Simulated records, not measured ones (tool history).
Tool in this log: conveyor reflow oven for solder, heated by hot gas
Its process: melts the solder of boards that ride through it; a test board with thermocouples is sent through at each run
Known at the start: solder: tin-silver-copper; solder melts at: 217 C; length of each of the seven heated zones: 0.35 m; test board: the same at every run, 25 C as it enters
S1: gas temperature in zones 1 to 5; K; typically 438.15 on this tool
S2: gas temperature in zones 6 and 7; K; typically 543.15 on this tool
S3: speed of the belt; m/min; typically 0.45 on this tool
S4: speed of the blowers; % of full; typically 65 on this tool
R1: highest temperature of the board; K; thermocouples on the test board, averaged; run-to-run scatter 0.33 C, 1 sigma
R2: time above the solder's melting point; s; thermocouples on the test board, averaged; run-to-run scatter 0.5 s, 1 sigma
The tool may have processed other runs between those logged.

{"run": 1, "hour": 0.0, "S1": 438.15, "S2": 543.15, "S3": 0.45, "S4": 65, "R1": 522.85, "R2": 65.2}
{"run": 2, "hour": 31.5, "S1": 438.15, "S2": 543.15, "S3": 0.45, "S4": 65, "R1": 522.25, "R2": 63.5}
{"run": 3, "hour": 90.1, "S1": 438.15, "S2": 543.15, "S3": 0.45, "S4": 65, "R1": 521.85, "R2": 63.8}
{"hour": 106.8, "done": "flux residue cleaned out of gas plates and filters"}
{"run": 4, "hour": 143.9, "S1": 438.15, "S2": 543.15, "S3": 0.45, "S4": 65, "R1": 524.45, "R2": 67.3}
{"run": 5, "hour": 211.3, "S1": 453.15, "S2": 543.15, "S3": 0.45, "S4": 65, "R1": 526.55, "R2": 75.9}
{"run": 6, "hour": 242.2, "S1": 453.15, "S2": 543.15, "S3": 0.45, "S4": 65, "R1": 526.15, "R2": 76}
{"run": 7, "hour": 309.5, "S1": 453.15, "S2": 543.15, "S3": 0.45, "S4": 65, "R1": 526.25, "R2": 76.1}
{"run": 8, "hour": 361.0, "S1": 453.15, "S2": 543.15, "S3": 0.45, "S4": 65, "R1": 525.95, "R2": 75.6}
{"run": 9, "hour": 406.1, "S1": 453.15, "S2": 543.15, "S3": 0.45, "S4": 65, "R1": 526.25, "R2": 75.7}
{"run": 10, "hour": 437.8, "S1": 453.15, "S2": 543.15, "S3": 0.45, "S4": 65, "R1": 526.05, "R2": 74.9}
{"hour": 503.6, "done": "flux residue cleaned out of gas plates and filters"}
{"run": 11, "hour": 503.8, "S1": 453.15, "S2": 543.15, "S3": 0.45, "S4": 65, "R1": 527.95, "R2": 77.4}
{"run": 12, "hour": 540.8, "S1": 438.15, "S2": 534.15, "S3": 0.45, "S4": 65, "R1": 517.15, "R2": 59.9}
{"run": 13, "hour": 576.3, "S1": 437.15, "S2": 543.15, "S3": 0.45, "S4": 65, "R1": 525.05, "R2": 67.8}
{"run": 14, "hour": 641.1, "S1": 452.15, "S2": 543.15, "S3": 0.45, "S4": 65, "R1": 527.15, "R2": 77.7}
{"run": 15, "hour": 696.4, "S1": 438.15, "S2": 536.15, "S3": 0.45, "S4": 65, "R1": 518.65, "R2": 62.1}
{"hour": 725.7, "done": "belt drive overhauled, speed set with a stopwatch"}
{"run": 16, "hour": 767.6, "S1": 438.15, "S2": 538.15, "S3": 0.463, "S4": 65, "R1": 516.45, "R2": 53.8}
{"run": 17, "hour": 802.8, "S1": 438.15, "S2": 538.15, "S3": 0.463, "S4": 65, "R1": 517.05, "R2": 53.9}
{"run": 18, "hour": 848.9, "S1": 438.15, "S2": 538.15, "S3": 0.463, "S4": 65, "R1": 516.55, "R2": 52.9}
{"run": 19, "hour": 881.8, "S1": 438.15, "S2": 538.15, "S3": 0.463, "S4": 65, "R1": 516.45, "R2": 53.3}
{"hour": 903.3, "done": "flux residue cleaned out of gas plates and filters"}
{"run": 20, "hour": 947.2, "S1": 438.15, "S2": 538.15, "S3": 0.463, "S4": 65, "R1": 519.05, "R2": 56.5}
{"run": 21, "hour": 989.2, "S1": 429.15, "S2": 533.15, "S3": 0.468, "S4": 84, "R1": 518.45, "R2": 54.8}
{"run": 22, "hour": 1031.9, "S1": 430.15, "S2": 535.15, "S3": 0.468, "S4": 61, "R1": 512.05, "R2": 44.5}
{"run": 23, "hour": 1097.4, "S1": 430.15, "S2": 554.15, "S3": 0.395, "S4": 53, "R1": 531.35, "R2": 77.1}
{"run": 24, "hour": 1162.5, "S1": 426.15, "S2": 554.15, "S3": 0.423, "S4": 80, "R1": 538.45, "R2": 78.5}
{"run": 25, "hour": 1228.0, "S1": 441.15, "S2": 542.15, "S3": 0.45, "S4": 65, "R1": 522.35, "R2": 63.4}
{"run": 26, "hour": 1282.8, "S1": 438.15, "S2": 543.15, "S3": 0.45, "S4": 64, "R1": 522.05, "R2": 62.5}

Measured result minus the same run's result without the hidden state. Both carry the same run-to-run variation, though not necessarily the same gauge scatter:
The tool's hidden condition here consists of: heat that the gas passes to the board, % of a clean oven's; belt's true speed, % of the reading; true gas temperature in zones 6 and 7 over the reading, C; drift of the gauge itself on peak_c, C; drift of the gauge itself on liquid_s, %.
run=1 R1=-0.7 R2=+1.4
run=2 R1=-0.8 R2=+1.2
run=3 R1=-1.1 R2=+0.9
run=4 R1=+1.1 R2=+3.9
run=5 R1=+0.8 R2=+3.8
run=6 R1=+0.7 R2=+3.7
run=7 R1=+0.6 R2=+3.5
run=8 R1=+0.4 R2=+3.4
run=9 R1=+0.3 R2=+3.3
run=10 R1=+0.1 R2=+3.2
run=11 R1=+2 R2=+5.6
run=12 R1=+2 R2=+5.6
run=13 R1=+2.1 R2=+5.3
run=14 R1=+1.7 R2=+5.2
run=15 R1=+1.6 R2=+4.8
run=16 R1=-0.5 R2=-1
run=17 R1=-0.7 R2=-1.3
run=18 R1=-0.9 R2=-1.6
run=19 R1=-1 R2=-1.7
run=20 R1=+1.1 R2=+1.3
run=21 R1=+0.9 R2=+0.8
run=22 R1=+0.7 R2=+0.9
run=23 R1=+0.8 R2=+1.2
run=24 R1=+0.1 R2=+0.3
run=25 R1=+0.1 R2=+0
run=26 R1=-0.2 R2=-0.2
